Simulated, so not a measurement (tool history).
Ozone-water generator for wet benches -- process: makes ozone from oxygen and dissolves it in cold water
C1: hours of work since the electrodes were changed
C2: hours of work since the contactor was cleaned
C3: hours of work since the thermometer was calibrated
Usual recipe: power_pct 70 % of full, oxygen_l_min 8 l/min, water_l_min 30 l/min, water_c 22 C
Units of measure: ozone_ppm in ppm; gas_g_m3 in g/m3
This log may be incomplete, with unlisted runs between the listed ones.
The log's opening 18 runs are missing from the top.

run 19 hour=1555 | power_pct=71 oxygen_l_min=7.2 water_l_min=43 water_c=17 | C1=2992 C2=1445 C3=3620 | ozone_ppm=13.2 gas_g_m3=153.8
run 20 hour=1668.7 | power_pct=42 oxygen_l_min=12.14 water_l_min=25 water_c=17 | C1=3064 C2=1516 C3=3692 | ozone_ppm=15.8 gas_g_m3=92.5
run 21 hour=1737.2 | power_pct=70 oxygen_l_min=8 water_l_min=30 water_c=25 | C1=3107 C2=1559 C3=3734 | ozone_ppm=15.5 gas_g_m3=145.8
run 22 hour=1787.6 | power_pct=70 oxygen_l_min=8 water_l_min=30 water_c=25 | C1=3138 C2=1591 C3=3766 | ozone_ppm=15.5 gas_g_m3=145.2
run 23 hour=1900.8 | power_pct=74 oxygen_l_min=10.93 water_l_min=23 water_c=22 | C1=3209 C2=1662 C3=3837 | ozone_ppm=19.2 gas_g_m3=127.9
-- hour=1915.5 contactor cleaned
run 24 hour=1973.3 | power_pct=40 oxygen_l_min=6.41 water_l_min=40 water_c=17 | C1=3252 C2=36 C3=3880 | ozone_ppm=10 gas_g_m3=122.7
run 25 hour=2045.8 | power_pct=47 oxygen_l_min=6.01 water_l_min=37 water_c=25 | C1=3298 C2=82 C3=3925 | ozone_ppm=10.5 gas_g_m3=138.1
run 26 hour=2142.4 | power_pct=69 oxygen_l_min=6.49 water_l_min=37 water_c=20 | C1=3358 C2=142 C3=3986 | ozone_ppm=13.6 gas_g_m3=158.5
run 27 hour=2217.5 | power_pct=46 oxygen_l_min=8.43 water_l_min=23 water_c=17 | C1=3405 C2=189 C3=4033 | ozone_ppm=16.9 gas_g_m3=114.4
run 28 hour=2274.3 | power_pct=46 oxygen_l_min=8.43 water_l_min=23 water_c=17 | C1=3441 C2=225 C3=4069 | ozone_ppm=17 gas_g_m3=115
run 29 hour=2347.1 | power_pct=46 oxygen_l_min=9.24 water_l_min=39 water_c=17 | C1=3486 C2=270 C3=4114 | ozone_ppm=11.6 gas_g_m3=108
run 30 hour=2453.3 | power_pct=46 oxygen_l_min=9.24 water_l_min=39 water_c=17 | C1=3553 C2=337 C3=4181 | ozone_ppm=11.6 gas_g_m3=109.7
run 31 hour=2505.4 | power_pct=46 oxygen_l_min=14.3 water_l_min=22 water_c=17 | C1=3586 C2=370 C3=4213 | ozone_ppm=16.6 gas_g_m3=89.6
-- hour=2596.4 contactor cleaned, once more
run 32 hour=2612.6 | power_pct=75 oxygen_l_min=4.25 water_l_min=46 water_c=19 | C1=3650 C2=10 C3=4278 | ozone_ppm=10.9 gas_g_m3=200.2
run 33 hour=2711.2 | power_pct=64 oxygen_l_min=8 water_l_min=30 water_c=15 | C1=3712 C2=72 C3=4340 | ozone_ppm=17.3 gas_g_m3=138.5
run 34 hour=2810.4 | power_pct=91 oxygen_l_min=8.99 water_l_min=30 water_c=24 | C1=3774 C2=134 C3=4402 | ozone_ppm=18 gas_g_m3=152.9

Predict each of these 3 candidate next runs independently; none follows another, all start after run 34:
run A hour=2876.2 | power_pct=70 oxygen_l_min=8 water_l_min=30 water_c=15 | C1=3816 C2=175 C3=4443 | ozone_ppm=? gas_g_m3=?
run B hour=2876.2 | power_pct=84 oxygen_l_min=8.99 water_l_min=30 water_c=24 | C1=3816 C2=175 C3=4443 | ozone_ppm=? gas_g_m3=?
run C hour=2876.2 | power_pct=70 oxygen_l_min=10.84 water_l_min=30 water_c=29 | C1=3816 C2=175 C3=4443 | ozone_ppm=? gas_g_m3=?

run=A ozone_ppm=18.2 gas_g_m3=143.1
run=B ozone_ppm=17.3 gas_g_m3=146.9
run=C ozone_ppm=14.3 gas_g_m3=123.8
The same runs, with their run-to-run variation unchanged, on a tool lacking any hidden condition would have given:
run=A ozone_ppm=19.9 gas_g_m3=154.9
run=B ozone_ppm=19.1 gas_g_m3=160.3
run=C ozone_ppm=15.7 gas_g_m3=134.1
